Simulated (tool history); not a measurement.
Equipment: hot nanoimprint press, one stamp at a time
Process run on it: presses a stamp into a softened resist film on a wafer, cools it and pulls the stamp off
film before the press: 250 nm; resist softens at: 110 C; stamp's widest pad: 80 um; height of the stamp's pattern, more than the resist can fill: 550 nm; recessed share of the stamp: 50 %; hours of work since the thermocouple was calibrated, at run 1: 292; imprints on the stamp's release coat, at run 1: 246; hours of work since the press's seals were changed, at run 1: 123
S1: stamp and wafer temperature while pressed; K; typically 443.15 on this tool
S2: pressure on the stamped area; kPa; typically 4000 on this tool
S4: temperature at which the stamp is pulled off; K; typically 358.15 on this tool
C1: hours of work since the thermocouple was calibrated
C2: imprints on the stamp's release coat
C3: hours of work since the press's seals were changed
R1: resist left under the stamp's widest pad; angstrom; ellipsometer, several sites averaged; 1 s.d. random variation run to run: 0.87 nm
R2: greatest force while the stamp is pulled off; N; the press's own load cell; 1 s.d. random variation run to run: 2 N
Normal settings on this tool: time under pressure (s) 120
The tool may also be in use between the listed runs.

Run 1, hour 0: usual settings; C1 292; C2 246; C3 123. Result: R1 1100 angstrom, R2 186 N.
At hour 5.7: plate thermocouple calibrated.
Run 2, hour 8.2: usual settings but S2 4370 kPa; C1 1; C2 262; C3 125. Result: R1 1138 angstrom, R2 184 N.
Run 3, hour 13.3: usual settings; C1 4; C2 277; C3 127. Result: R1 1168 angstrom, R2 189 N.
Run 4, hour 22.1: usual settings; C1 8; C2 304; C3 132. Result: R1 1162 angstrom, R2 195 N.
Run 5, hour 31: usual settings; C1 12; C2 332; C3 136. Result: R1 1157 angstrom, R2 197 N.
Run 6, hour 39.3: usual settings; C1 16; C2 358; C3 140. Result: R1 1176 angstrom, R2 199 N.
Run 7, hour 45.4: usual settings; C1 19; C2 376; C3 143. Result: R1 1156 angstrom, R2 191 N.
Run 8, hour 53: usual settings; C1 23; C2 400; C3 146. Result: R1 1161 angstrom, R2 195 N.
Run 9, hour 58: usual settings; C1 25; C2 415; C3 149. Result: R1 1152 angstrom, R2 191 N.
Run 10, hour 67.1: usual settings; C1 29; C2 443; C3 153. Result: R1 1167 angstrom, R2 195 N.
Run 11, hour 72.1: usual settings; C1 32; C2 458; C3 155. Result: R1 1165 angstrom, R2 196 N.
Run 12, hour 79.9: usual settings; C1 35; C2 483; C3 159. Result: R1 1152 angstrom, R2 196 N.
Run 13, hour 90.7: usual settings; C1 40; C2 516; C3 164. Result: R1 1158 angstrom, R2 200 N.
At hour 97.2: stamp cleaned and given a new release coat.
Run 14, hour 106.5: usual settings but S1 437.15 K, S2 2810 kPa, time under pressure (s) 167, S4 361.15 K; C1 45; C2 29; C3 169. Result: R1 1664 angstrom, R2 181 N.
Run 15, hour 114.5: usual settings but S1 432.15 K, time under pressure (s) 84; C1 49; C2 53; C3 173. Result: R1 2120 angstrom, R2 185 N.
Run 16, hour 123.8: usual settings but S1 444.15 K, S2 3220 kPa, time under pressure (s) 84, S4 364.15 K; C1 53; C2 82; C3 177. Result: R1 1359 angstrom, R2 177 N.
Run 17, hour 129: usual settings but S1 444.15 K, S2 3220 kPa, time under pressure (s) 84, S4 364.15 K; C1 56; C2 98; C3 180. Result: R1 1355 angstrom, R2 174 N.
Run 18, hour 136.6: usual settings but S1 444.15 K, S2 3220 kPa, time under pressure (s) 84, S4 364.15 K; C1 59; C2 121; C3 183. Result: R1 1364 angstrom, R2 176 N.
Run 19, hour 146.2: usual settings but S4 366.15 K; C1 64; C2 151; C3 188. Result: R1 1156 angstrom, R2 173 N.
Run 20, hour 151.7: usual settings but S4 366.15 K; C1 67; C2 168; C3 190. Result: R1 1151 angstrom, R2 171 N.
Run 21, hour 158.5: usual settings but S4 359.15 K; C1 70; C2 189; C3 194. Result: R1 1169 angstrom, R2 188 N.
Run 22, hour 168.5: usual settings but S1 435.15 K, S2 6200 kPa; C1 75; C2 220; C3 198. Result: R1 1531 angstrom, R2 188 N.
Run 23, hour 176.6: usual settings but S1 435.15 K, S2 6200 kPa; C1 79; C2 244; C3 202. Result: R1 1552 angstrom, R2 189 N.

Alternative continuations, all from the tool just after run 23; predict every row:
Run A, hour 182: usual settings but S1 449.15 K, S2 5020 kPa, time under pressure (s) 81; C1 81; C2 261; C3 205. Result: R1 ?, R2 ?.
Run B, hour 182: usual settings but time under pressure (s) 91; C1 81; C2 261; C3 205. Result: R1 ?, R2 ?.
Run C, hour 182: usual settings but S1 437.15 K, S2 2600 kPa, S4 348.15 K; C1 81; C2 261; C3 205. Result: R1 ?, R2 ?.
Run D, hour 182: usual settings but S2 2820 kPa, time under pressure (s) 158, S4 349.15 K; C1 81; C2 261; C3 205. Result: R1 ?, R2 ?.
Run E, hour 182: usual settings but S2 3620 kPa, time under pressure (s) 221; C1 81; C2 261; C3 205. Result: R1 ?, R2 ?.

run    R1   R2
  A   852  190
  B  1270  188
  C  1840  207
  D  1200  208
  E   947  188
With the hidden condition removed and each run's random variation left untouched, the same runs would have given:
run    R1   R2
  A   869  183
  B  1295  180
  C  1867  199
  D  1226  200
  E   969  181
